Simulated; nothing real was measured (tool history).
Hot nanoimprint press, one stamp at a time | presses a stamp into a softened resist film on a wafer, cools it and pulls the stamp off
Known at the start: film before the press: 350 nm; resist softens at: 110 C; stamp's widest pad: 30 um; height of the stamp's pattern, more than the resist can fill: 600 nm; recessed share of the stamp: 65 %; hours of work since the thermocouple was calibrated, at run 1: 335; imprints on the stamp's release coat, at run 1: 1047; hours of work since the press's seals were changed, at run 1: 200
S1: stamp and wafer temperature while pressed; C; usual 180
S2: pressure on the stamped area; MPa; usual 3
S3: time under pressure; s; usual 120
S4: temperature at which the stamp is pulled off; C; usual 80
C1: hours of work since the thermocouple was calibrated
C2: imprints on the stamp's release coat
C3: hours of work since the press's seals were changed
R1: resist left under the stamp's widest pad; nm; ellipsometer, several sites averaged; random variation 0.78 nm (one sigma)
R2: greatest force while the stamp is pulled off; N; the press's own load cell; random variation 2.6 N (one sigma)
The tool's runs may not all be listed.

run,day,S1,S2,S3,S4,C1,C2,C3,R1,R2
1,0,180,3,120,80,335,1047,200,208.8,118
2,0.467,180,3,120,80,340,1075,206,209.6,119
3,1.121,180,3,120,80,348,1115,213,208,121
4,1.625,180,3,153,80,354,1146,219,194,117
5,2.062,180,3,120,80,359,1173,224,207.2,123
6,2.375,180,3,120,80,362,1192,228,206.8,124
7,2.721,180,3,120,81,366,1213,232,207.3,117
8,3.342,180,3,120,81,374,1251,239,206.4,119
9,3.758,180,3,120,81,378,1276,244,206.4,118
10,4.242,177,3,120,81,384,1306,250,220.6,113
11,4.833,177,3,120,81,391,1342,257,221.4,121
12,5.217,177,3,120,81,396,1365,261,219.3,119
13,5.833,177,2.59,120,81,403,1403,269,232.1,118
14,6.371,177,2.59,120,81,409,1436,275,233.4,119
15,6.908,177,2.59,120,81,415,1469,281,231.3,119
# day 7.133: gauge calibrated
16,7.192,168,3.19,61,81,419,1486,284,296.6,117
17,7.604,168,3.19,61,81,423,1511,289,295.5,121
18,7.883,168,2.08,61,74,427,1528,292,315.4,136
19,8.262,168,2.08,61,74,431,1551,297,318.3,138
20,8.567,178,3.53,84,86,435,1570,300,224.1,104
# day 9.058: stamp cleaned and given a new release coat
21,9.117,179,4.54,72,75,438,4,304,202.9,132
22,9.521,179,4.54,72,75,443,29,309,202.4,135
23,9.962,181,3.56,123,80,448,56,314,185.9,121
24,10.275,180,1.92,120,86,452,75,317,248,104
25,10.821,173,1.92,173,86,458,108,324,261.5,101
26,11.421,191,2.9,144,66,465,145,331,154.6,162
27,11.912,191,2.9,144,66,471,175,337,153.7,165
28,12.254,180,2.05,120,68,475,195,341,242.6,154
# day 12.825: plate thermocouple calibrated
29,12.871,180,2.71,120,87,1,226,346,214.2,99
30,13.271,180,2.71,120,87,5,250,351,214.4,96

The same runs without the tool's hidden state, with the same run-to-run variation:
The hidden state here: true temperature over the reading, C; pressure that arrives at the usual setting, %; grip of the stamp's worn release coat, % over a new coat's; drift of the gauge itself on residual_nm, %; drift of the gauge itself on pull_off_n, %.
run,R1
1,208.8
2,210
3,208.9
4,195.3
5,208.9
6,208.8
7,209.7
8,209.3
9,209.6
10,224.5
11,225.9
12,224.1
13,237.9
14,239.7
15,238.1
16,296.6
17,296.1
18,316.4
19,319.7
20,225.3
21,204.3
22,204.1
23,187.9
24,251
25,265.2
26,157.2
27,156.6
28,247.6
29,219.1
30,219.7
R2: within 2 N of the measured result in every run.

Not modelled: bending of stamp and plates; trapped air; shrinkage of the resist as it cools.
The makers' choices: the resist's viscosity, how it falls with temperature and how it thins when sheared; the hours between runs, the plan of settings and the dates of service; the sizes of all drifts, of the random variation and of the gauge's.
